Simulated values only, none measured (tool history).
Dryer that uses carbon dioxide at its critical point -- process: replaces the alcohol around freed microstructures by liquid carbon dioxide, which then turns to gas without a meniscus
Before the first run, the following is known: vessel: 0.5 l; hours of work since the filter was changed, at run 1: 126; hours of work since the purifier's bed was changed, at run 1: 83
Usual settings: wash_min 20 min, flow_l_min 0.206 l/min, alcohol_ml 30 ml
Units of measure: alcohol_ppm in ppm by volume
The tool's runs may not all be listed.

| run | hour | wash_min | flow_l_min | alcohol_ml | hours of work since the filter was changed | hours of work since the purifier's bed was changed | alcohol_ppm |
|---|---|---|---|---|---|---|---|
| 1 | 0.0 | 20 | 0.206 | 30 | 126 | 83 | 79 |
| 2 | 8.2 | 20 | 0.162 | 30 | 129 | 86 | 212 |
| 3 | 13.7 | 20 | 0.206 | 28 | 131 | 88 | 76 |
| 4 | 22.9 | 22 | 0.206 | 30 | 134 | 91 | 58 |
| 5 | 31.4 | 20 | 0.206 | 30 | 137 | 94 | 82 |
| 6 | 39.4 | 20 | 0.206 | 30 | 140 | 97 | 80 |
| 7 | 46.4 | 20 | 0.206 | 30 | 142 | 99 | 80 |
| 8 | 52.9 | 20 | 0.206 | 30 | 144 | 101 | 75 |
| 9 | 57.9 | 18 | 0.206 | 30 | 146 | 103 | 118 |
| 10 | 63.7 | 18 | 0.206 | 30 | 148 | 105 | 115 |
| 11 | 72.3 | 18 | 0.206 | 30 | 151 | 108 | 124 |
| 12 | 76.7 | 18 | 0.206 | 30 | 152 | 109 | 127 |
| 13 | 82.1 | 18 | 0.206 | 30 | 154 | 111 | 125 |
| 14 | 87.2 | 26 | 0.206 | 66 | 156 | 113 | 54 |
| 15 | 92.4 | 15 | 0.216 | 66 | 158 | 115 | 424 |
| 16 | 97.9 | 15 | 0.216 | 66 | 160 | 117 | 433 |
| 17 | 103.0 | 15 | 0.216 | 66 | 162 | 118 | 414 |
| 18 | 110.9 | 15 | 0.216 | 66 | 164 | 121 | 415 |
| 19 | 120.2 | 26 | 0.311 | 66 | 167 | 124 | 54 |
| 20 | 129.9 | 27 | 0.206 | 109 | 171 | 128 | 62 |

Measured less the same run without the tool's hidden state. The same run-to-run variation is in both; the gauge's scatter may not be:
Hidden state at play: flow that reaches the vessel past the clogged filter, %; alcohol in the recycled carbon dioxide, ppm; drift of the gauge itself on alcohol_ppm, %.
| run | alcohol_ppm |
|---|---|
| 1 | +39 |
| 2 | +58 |
| 3 | +41 |
| 4 | +40 |
| 5 | +43 |
| 6 | +46 |
| 7 | +46 |
| 8 | +48 |
| 9 | +55 |
| 10 | +55 |
| 11 | +57 |
| 12 | +57 |
| 13 | +59 |
| 14 | +48 |
| 15 | +109 |
| 16 | +111 |
| 17 | +108 |
| 18 | +110 |
| 19 | +50 |
| 20 | +53 |

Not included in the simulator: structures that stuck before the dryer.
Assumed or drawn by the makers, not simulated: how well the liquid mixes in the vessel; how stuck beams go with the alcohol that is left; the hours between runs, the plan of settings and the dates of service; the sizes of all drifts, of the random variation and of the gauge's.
